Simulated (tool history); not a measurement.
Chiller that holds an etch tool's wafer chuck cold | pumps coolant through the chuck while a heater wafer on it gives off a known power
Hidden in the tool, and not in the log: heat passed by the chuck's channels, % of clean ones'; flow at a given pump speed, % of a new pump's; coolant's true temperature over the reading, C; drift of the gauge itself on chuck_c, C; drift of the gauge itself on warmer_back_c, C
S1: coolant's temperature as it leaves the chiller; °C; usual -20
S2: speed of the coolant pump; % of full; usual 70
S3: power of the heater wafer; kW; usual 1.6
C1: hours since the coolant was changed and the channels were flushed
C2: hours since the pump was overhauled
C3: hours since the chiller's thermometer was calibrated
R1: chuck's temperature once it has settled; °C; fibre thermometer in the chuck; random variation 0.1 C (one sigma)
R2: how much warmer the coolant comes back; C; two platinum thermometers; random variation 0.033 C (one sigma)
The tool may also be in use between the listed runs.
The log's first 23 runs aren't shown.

Run 24, day 23.479: usual settings but S1 -12 °C, S2 64 % of full; C1 2347; C2 1918; C3 594. Result: R1 -0.3 °C, R2 4.76 C.
Run 25, day 24.204: usual settings but S1 -12 °C, S2 64 % of full; C1 2365; C2 1935; C3 611. Result: R1 -0.6 °C, R2 4.77 C.
Run 26, day 25.321: usual settings but S1 -12 °C, S2 64 % of full; C1 2391; C2 1962; C3 638. Result: R1 -0.5 °C, R2 4.77 C.
Run 27, day 26.283: usual settings but S1 -12 °C, S2 64 % of full; C1 2414; C2 1985; C3 661. Result: R1 -0.4 °C, R2 4.83 C.
Run 28, day 27.542: usual settings but S1 -12 °C, S2 64 % of full; C1 2445; C2 2015; C3 691. Result: R1 -0.3 °C, R2 4.74 C.
Run 29, day 28.775: usual settings but S1 -25 °C, S2 71 % of full; C1 2474; C2 2045; C3 721. Result: R1 -14.5 °C, R2 4.27 C.
Run 30, day 30.05: usual settings but S1 -28 °C, S3 0.803 kW; C1 2505; C2 2076; C3 752. Result: R1 -22.8 °C, R2 2.17 C.
Run 31, day 30.854: usual settings but S1 -12 °C, S3 0.849 kW; C1 2524; C2 2095; C3 771. Result: R1 -6.5 °C, R2 2.33 C.

3 ways to go on from here, each from the tool as it stands after run 31. What would each give?
Run A, day 31.958: usual settings but S1 -12 °C, S2 89 % of full, S3 0.849 kW; C1 2551; C2 2121; C3 797. Result: R1 ?, R2 ?.
Run B, day 31.958: usual settings but S1 -10 °C; C1 2551; C2 2121; C3 797. Result: R1 ?, R2 ?.
Run C, day 31.958: usual settings but S3 1.83 kW; C1 2551; C2 2121; C3 797. Result: R1 ?, R2 ?.

run    R1    R2
  A  -7.4  1.79
  B   0.7   4.3
  C  -7.9  4.95
Without the tool's hidden state the same runs would have given:
run    R1    R2
  A  -7.4  1.79
  B   0.7  4.29
  C    -8  4.95

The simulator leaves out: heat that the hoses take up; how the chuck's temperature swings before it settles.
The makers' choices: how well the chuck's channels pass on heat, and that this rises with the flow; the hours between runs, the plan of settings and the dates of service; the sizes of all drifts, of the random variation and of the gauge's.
